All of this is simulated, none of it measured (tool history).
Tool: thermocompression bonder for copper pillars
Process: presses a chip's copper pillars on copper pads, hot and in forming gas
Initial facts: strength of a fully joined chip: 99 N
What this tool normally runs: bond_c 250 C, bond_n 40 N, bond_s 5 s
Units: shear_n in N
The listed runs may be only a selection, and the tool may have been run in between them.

| run | hour | bond_c | bond_n | bond_s | shear_n |
|---|---|---|---|---|---|
| 1 | 0 | 250 | 40 | 5 | 38.2 |
| 2 | 58.9 | 250 | 40 | 5 | 38.1 |
| 3 | 106.2 | 250 | 40 | 5 | 37.6 |
| 4 | 188.7 | 250 | 40 | 5 | 38.2 |
| 5 | 229.9 | 250 | 40 | 5 | 37.4 |
|  | 269.3 | heater calibrated with a thermocouple chip |
|  | 276.1 | forming gas filter changed |
| 6 | 312.3 | 250 | 47 | 5 | 52.3 |
| 7 | 388.9 | 250 | 47 | 5 | 52.1 |
| 8 | 434.9 | 250 | 45 | 7 | 55.6 |
| 9 | 469.5 | 272 | 27 | 12 | 52.5 |
|  | 536.9 | heater calibrated with a thermocouple chip, once more |
| 10 | 547.5 | 250 | 34 | 8 | 35.4 |
| 11 | 614.3 | 276 | 57 | 5 | 63.4 |
| 12 | 678.6 | 250 | 40 | 4 | 31.4 |
| 13 | 740.3 | 275 | 24 | 3 | 21.2 |

Forecast each of these 3 alternatives for the next run:
| A | 810.1 | 265 | 26 | 5 | ? |
| B | 810.1 | 275 | 35 | 3 | ? |
| C | 810.1 | 275 | 40 | 5 | ? |

| run | shear_n |
|---|---|
| A | 25.9 |
| B | 33.3 |
| C | 46 |
Take away the tool's hidden state, keep each run's random variation, and the runs would have read:
| run | shear_n |
|---|---|
| A | 27.4 |
| B | 35.3 |
| C | 48.8 |
